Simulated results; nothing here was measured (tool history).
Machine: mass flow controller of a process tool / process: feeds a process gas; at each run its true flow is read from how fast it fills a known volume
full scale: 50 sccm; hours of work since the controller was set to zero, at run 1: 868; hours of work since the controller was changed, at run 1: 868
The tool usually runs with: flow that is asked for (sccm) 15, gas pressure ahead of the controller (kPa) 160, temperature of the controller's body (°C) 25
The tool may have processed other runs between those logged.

run    hour  flow that is asked for (sccm)  gas pressure ahead of the controller (kPa)  temperature of the controller's body (°C)  hours of work since the controller was set to zero  hours of work since the controller was changed  true flow (%)
  1     0.0                             15                                         160                                         25                                                 868                                             868          97.12
  2    48.7                             15                                         160                                         25                                                 883                                             883          97.32
  3    96.6                             15                                         160                                         23                                                 898                                             898          97.24
  4   174.0                             15                                         160                                         23                                                 922                                             922          97.36
  5   247.3                             15                                         160                                         23                                                 945                                             945          97.26
  6   318.0                             15                                         160                                         25                                                 967                                             967          97.09
  7   375.5                             11                                         160                                         25                                                 985                                             985          96.72
  8   439.4                             11                                         160                                         25                                                1005                                            1005          96.71
  9   517.8                             11                                         160                                         25                                                1030                                            1030          96.65
 10   571.1                             11                                         160                                         25                                                1047                                            1047          96.61
 11   635.7                             15                                         160                                         25                                                1067                                            1067          97.14
 12   691.0                             21                                         173                                         20                                                1084                                            1084          97.78
 13   747.4                             36                                         183                                         32                                                1102                                            1102          98.20
 14   798.3                             33                                         160                                         38                                                1118                                            1118          97.56
 15   866.0                             30                                         160                                         27                                                1139                                            1139          97.95
 16   920.8                             15                                         197                                         35                                                1156                                            1156          96.55
 17   984.1                             38                                         241                                         32                                                1176                                            1176          98.40
 18  1039.9                             12                                         153                                         30                                                1193                                            1193          96.38
 19  1085.6                             48                                         188                                         30                                                1208                                            1208          99.02
 20  1146.1                             15                                         258                                         25                                                1227                                            1227          97.36
 21  1224.9                              7                                         148                                         38                                                1251                                            1251          95.06
 22  1258.4                             10                                         160                                         31                                                1262                                            1262          96.15

Each row is a separate what-if for the run after 22, all from the same tool condition, not one after another. Results?
  A  1325.1                             19                                         204                                         25                                                1283                                            1283              ?
  B  1325.1                              5                                         151                                         35                                                1283                                            1283              ?
  C  1325.1                             45                                         156                                         37                                                1283                                            1283              ?
  D  1325.1                             10                                         176                                         34                                                1283                                            1283              ?
  E  1325.1                             10                                         239                                         31                                                1283                                            1283              ?

run  true flow (%)
  A          97.35
  B          94.80
  C          98.23
  D          95.86
  E          96.33
With the hidden condition removed and each run's random variation left untouched, the same runs would have given:
run  true flow (%)
  A          97.99
  B          96.39
  C          98.68
  D          96.81
  E          97.27
